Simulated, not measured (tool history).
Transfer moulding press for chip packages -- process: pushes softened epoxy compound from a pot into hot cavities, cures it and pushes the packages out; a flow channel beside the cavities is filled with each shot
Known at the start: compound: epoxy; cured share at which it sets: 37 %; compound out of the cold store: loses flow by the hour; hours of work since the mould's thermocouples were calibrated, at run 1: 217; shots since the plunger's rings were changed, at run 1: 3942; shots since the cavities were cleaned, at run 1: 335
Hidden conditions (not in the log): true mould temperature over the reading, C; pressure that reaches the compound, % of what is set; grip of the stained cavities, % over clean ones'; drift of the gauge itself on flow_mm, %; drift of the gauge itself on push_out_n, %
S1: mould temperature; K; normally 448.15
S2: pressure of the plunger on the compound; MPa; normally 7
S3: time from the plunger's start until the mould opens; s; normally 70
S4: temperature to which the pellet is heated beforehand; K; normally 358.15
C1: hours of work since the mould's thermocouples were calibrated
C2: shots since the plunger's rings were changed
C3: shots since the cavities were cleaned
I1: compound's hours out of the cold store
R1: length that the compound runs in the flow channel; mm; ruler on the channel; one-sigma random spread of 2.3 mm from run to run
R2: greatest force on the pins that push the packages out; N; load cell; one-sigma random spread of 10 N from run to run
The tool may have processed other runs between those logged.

run 1 hour=0 | S1=448.15 S2=7 S3=70 S4=358.15 | C1=217 C2=3942 C3=335 | I1=32.6 | R1=509 R2=744
run 2 hour=5 | S1=448.15 S2=7 S3=70 S4=358.15 | C1=219 C2=4007 C3=400 | I1=40.7 | R1=500 R2=801
run 3 hour=11.2 | S1=448.15 S2=7 S3=70 S4=358.15 | C1=222 C2=4088 C3=481 | I1=8.2 | R1=547 R2=884
run 4 hour=19.3 | S1=448.15 S2=7 S3=70 S4=358.15 | C1=226 C2=4192 C3=585 | I1=38.9 | R1=498 R2=817
run 5 hour=26.4 | S1=446.15 S2=7 S3=70 S4=358.15 | C1=230 C2=4285 C3=678 | I1=26.4 | R1=519 R2=969
run 6 hour=31.9 | S1=446.15 S2=7 S3=70 S4=358.15 | C1=233 C2=4356 C3=749 | I1=27.1 | R1=519 R2=1005
-- hour=36.5 cavities cleaned with cleaning compound and waxed
run 7 hour=44.5 | S1=448.15 S2=7 S3=70 S4=358.15 | C1=238 C2=4500 C3=103 | I1=45 | R1=488 R2=570
run 8 hour=54.5 | S1=448.15 S2=7 S3=65 S4=358.15 | C1=243 C2=4631 C3=234 | I1=38.4 | R1=495 R2=803
run 9 hour=62.6 | S1=448.15 S2=7 S3=65 S4=358.15 | C1=247 C2=4736 C3=339 | I1=34.6 | R1=506 R2=856
run 10 hour=71.9 | S1=448.15 S2=7 S3=65 S4=358.15 | C1=251 C2=4856 C3=459 | I1=40.5 | R1=491 R2=934
run 11 hour=83.7 | S1=448.15 S2=7 S3=70 S4=358.15 | C1=257 C2=5010 C3=613 | I1=12.1 | R1=537 R2=893
run 12 hour=91.7 | S1=448.15 S2=7 S3=70 S4=358.15 | C1=261 C2=5113 C3=716 | I1=12.4 | R1=535 R2=935
-- hour=99.1 cavities cleaned with cleaning compound and waxed
run 13 hour=99.9 | S1=448.15 S2=7 S3=70 S4=358.15 | C1=264 C2=5200 C3=10 | I1=35.6 | R1=499 R2=493
run 14 hour=106.9 | S1=448.15 S2=5.44 S3=70 S4=358.15 | C1=268 C2=5292 C3=102 | I1=24.8 | R1=451 R2=614
run 15 hour=117.5 | S1=445.15 S2=8.21 S3=107 S4=363.15 | C1=273 C2=5429 C3=239 | I1=47.7 | R1=529 R2=468
run 16 hour=128.8 | S1=448.15 S2=8.73 S3=70 S4=349.15 | C1=279 C2=5577 C3=387 | I1=43.3 | R1=542 R2=781
run 17 hour=140.6 | S1=448.15 S2=7 S3=61 S4=353.15 | C1=284 C2=5730 C3=540 | I1=13 | R1=531 R2=1274
run 18 hour=147 | S1=448.15 S2=7 S3=61 S4=353.15 | C1=287 C2=5812 C3=622 | I1=45.8 | R1=485 R2=1154
run 19 hour=156 | S1=450.15 S2=7 S3=70 S4=358.15 | C1=292 C2=5930 C3=740 | I1=43.2 | R1=479 R2=760
-- hour=161.2 cavities cleaned with cleaning compound and waxed
-- hour=166 plunger's sealing rings changed
run 20 hour=170.9 | S1=455.15 S2=7.47 S3=59 S4=358.15 | C1=297 C2=64 C3=94 | I1=13.6 | R1=555 R2=598
run 21 hour=180.9 | S1=443.15 S2=7.47 S3=84 S4=358.15 | C1=302 C2=194 C3=224 | I1=27.4 | R1=558 R2=645
run 22 hour=188.2 | S1=449.15 S2=7.87 S3=102 S4=354.15 | C1=306 C2=289 C3=319 | I1=18.2 | R1=576 R2=456
run 23 hour=194.3 | S1=449.15 S2=7.87 S3=102 S4=354.15 | C1=309 C2=367 C3=397 | I1=18.6 | R1=572 R2=512
run 24 hour=199.7 | S1=451.15 S2=7 S3=107 S4=358.15 | C1=311 C2=437 C3=467 | I1=45.8 | R1=497 R2=504
run 25 hour=206.9 | S1=447.15 S2=6.6 S3=69 S4=358.15 | C1=315 C2=531 C3=561 | I1=30.5 | R1=512 R2=905
run 26 hour=215.7 | S1=455.15 S2=7 S3=60 S4=358.15 | C1=319 C2=645 C3=675 | I1=23.1 | R1=520 R2=820
-- hour=225.9 cavities cleaned with cleaning compound and waxed
run 27 hour=227.4 | S1=448.15 S2=5.36 S3=61 S4=364.15 | C1=324 C2=778 C3=20 | I1=8.5 | R1=483 R2=742
run 28 hour=237.1 | S1=448.15 S2=5.36 S3=61 S4=364.15 | C1=329 C2=903 C3=145 | I1=28.3 | R1=461 R2=874

A few steps of R1 between consecutive runs. Split each: what settings, incoming material and random variation would produce without the hidden state, and what is left over for the hidden state, along with gauge scatter present in only one of the two compared results (measured, and without hidden state):
Run 2 -> 3: settings left as they were, no log entry in between. R1 +47 mm: hidden state -3, all else +50.
Run 14 -> 15: S1 448.15 -> 445.15, S2 5.44 -> 8.21, S3 70 -> 107, S4 358.15 -> 363.15. R1 +78 mm: hidden state -3, all else +81.
Run 19 -> 20: S1 450.15 -> 455.15, S2 7 -> 7.47, S3 70 -> 59, cavities cleaned with cleaning compound and waxed, plunger's sealing rings changed. R1 +76 mm: hidden state +20, all else +56.

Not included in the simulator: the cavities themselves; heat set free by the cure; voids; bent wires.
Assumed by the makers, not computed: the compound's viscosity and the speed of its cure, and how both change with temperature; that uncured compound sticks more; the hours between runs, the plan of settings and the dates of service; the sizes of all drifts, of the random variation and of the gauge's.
